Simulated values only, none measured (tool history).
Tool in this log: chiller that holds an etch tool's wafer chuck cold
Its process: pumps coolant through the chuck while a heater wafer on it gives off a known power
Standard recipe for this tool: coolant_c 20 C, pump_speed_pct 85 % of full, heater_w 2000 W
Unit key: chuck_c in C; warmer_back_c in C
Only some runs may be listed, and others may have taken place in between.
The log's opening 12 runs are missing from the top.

run,day,coolant_c,pump_speed_pct,heater_w,chuck_c,warmer_back_c
13,27.188,20,85,1506,32,4.22
14,29.138,20,85,1197,29.8,3.36
15,31.058,20,85,1197,29.5,3.37
16,32.296,17,85,2000,33.3,5.65
17,33.508,12,71,2600,36.6,8.88
18,36.346,10,71,1160,21,3.93
19,38.921,19,71,1160,30.1,3.94
20,40.158,19,71,1160,30.1,3.96
21,41.367,28,85,1565,40.8,4.4
22,43.246,28,85,1565,40.6,4.42
23,44.592,21,62,1613,38.7,6.36
24,46.092,21,62,1613,38.8,6.33
25,49.025,21,62,1613,38.8,6.35
26,50.896,21,62,1613,38.7,6.37
27,52.271,18,77,1453,31.2,4.6
28,54.775,12,78,2146,31.2,6.6

What will run 29 give?
29,57.238,12,85,2377,?,?

For run 29 the tool returned chuck_c 31.6 C, warmer_back_c 6.73 C.
With no hidden state in the tool, this same run would have given chuck_c 29.1 C, warmer_back_c 6.53 C.

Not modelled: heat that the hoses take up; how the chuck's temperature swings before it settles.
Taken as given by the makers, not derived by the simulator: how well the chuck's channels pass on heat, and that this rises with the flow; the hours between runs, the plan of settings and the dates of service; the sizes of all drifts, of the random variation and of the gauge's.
